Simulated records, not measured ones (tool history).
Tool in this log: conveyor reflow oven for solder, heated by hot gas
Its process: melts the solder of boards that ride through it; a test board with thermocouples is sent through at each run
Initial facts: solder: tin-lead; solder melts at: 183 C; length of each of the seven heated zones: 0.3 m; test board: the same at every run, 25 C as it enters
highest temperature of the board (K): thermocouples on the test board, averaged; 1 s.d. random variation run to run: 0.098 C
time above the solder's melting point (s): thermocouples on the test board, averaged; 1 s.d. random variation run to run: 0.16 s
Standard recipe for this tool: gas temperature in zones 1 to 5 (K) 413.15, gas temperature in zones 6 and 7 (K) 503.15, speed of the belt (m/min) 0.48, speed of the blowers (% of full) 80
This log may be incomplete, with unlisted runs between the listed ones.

run,hour,gas temperature in zones 1 to 5 (K),gas temperature in zones 6 and 7 (K),speed of the belt (m/min),speed of the blowers (% of full),highest temperature of the board (K),time above the solder's melting point (s)
1,0,413.15,503.15,0.48,80,490.54,59.2
2,42.1,413.15,503.15,0.48,57,485.08,53.8
3,78.3,413.15,503.15,0.48,57,485.27,53.8
4,140.2,413.15,503.15,0.48,57,484.88,53.6
# hour 167: flux residue cleaned out of gas plates and filters
5,184.7,413.15,503.15,0.48,80,490.29,59.2
6,240.4,413.15,503.15,0.48,80,490.24,59.4
7,272.8,413.15,503.15,0.48,80,490.19,59.4
8,343.5,413.15,503.15,0.48,73,488.6,58
# hour 406.5: flux residue cleaned out of gas plates and filters
9,415.6,398.15,503.15,0.48,80,488.29,53.2
10,468.4,398.15,503.15,0.48,80,488.01,52.9
# hour 484.3: belt drive overhauled, speed set with a stopwatch
11,538.4,398.15,503.15,0.48,80,486.96,50.2
12,585,413.15,503.15,0.48,80,489.19,56.7
# hour 648.4: flux residue cleaned out of gas plates and filters
13,650.7,426.15,500.15,0.48,80,488.59,61.6
14,689.6,405.15,516.15,0.452,71,499.48,64.8
15,739,427.15,516.15,0.452,66,501.89,74.1
16,789.8,413.15,515.15,0.48,85,500.51,64.1
# hour 822.8: thermocouples of zones 6 and 7 changed
17,827.2,412.15,515.15,0.48,73,498.65,62.3
# hour 887.9: flux residue cleaned out of gas plates and filters
18,888.4,418.15,515.15,0.48,73,499.91,65.2
19,957.6,428.15,515.15,0.416,58,501.84,81.3
20,1024.8,428.15,515.15,0.416,58,501.61,81.2
21,1087.1,428.15,510.15,0.465,58,494.1,67.9
22,1117.4,413.15,496.15,0.538,80,479.98,42.6
# hour 1125.8: flux residue cleaned out of gas plates and filters
23,1181.8,410.15,493.15,0.501,63,475.63,39.5
24,1231.2,401.15,494.15,0.519,80,477.45,38.5

Consider 5 possible next runs. They are alternatives, not a sequence: every one starts from the tool as it was left by run 24. What does each give?
A,1271.1,422.15,503.15,0.39,80,?,?
B,1271.1,413.15,503.15,0.48,85,?,?
C,1271.1,413.15,497.15,0.48,80,?,?
D,1271.1,413.15,503.15,0.459,80,?,?
E,1271.1,428.15,494.15,0.519,60,?,?

run,highest temperature of the board (K),time above the solder's melting point (s)
A,494.97,80.9
B,490.31,58.4
C,484.04,53.2
D,490.32,61.5
E,478.28,47.9
Had the tool no hidden state, the same runs would have come out as:
run,highest temperature of the board (K),time above the solder's melting point (s)
A,496.01,80.8
B,491.4,58.6
C,485.1,53.6
D,491.39,61.7
E,479.17,48.4
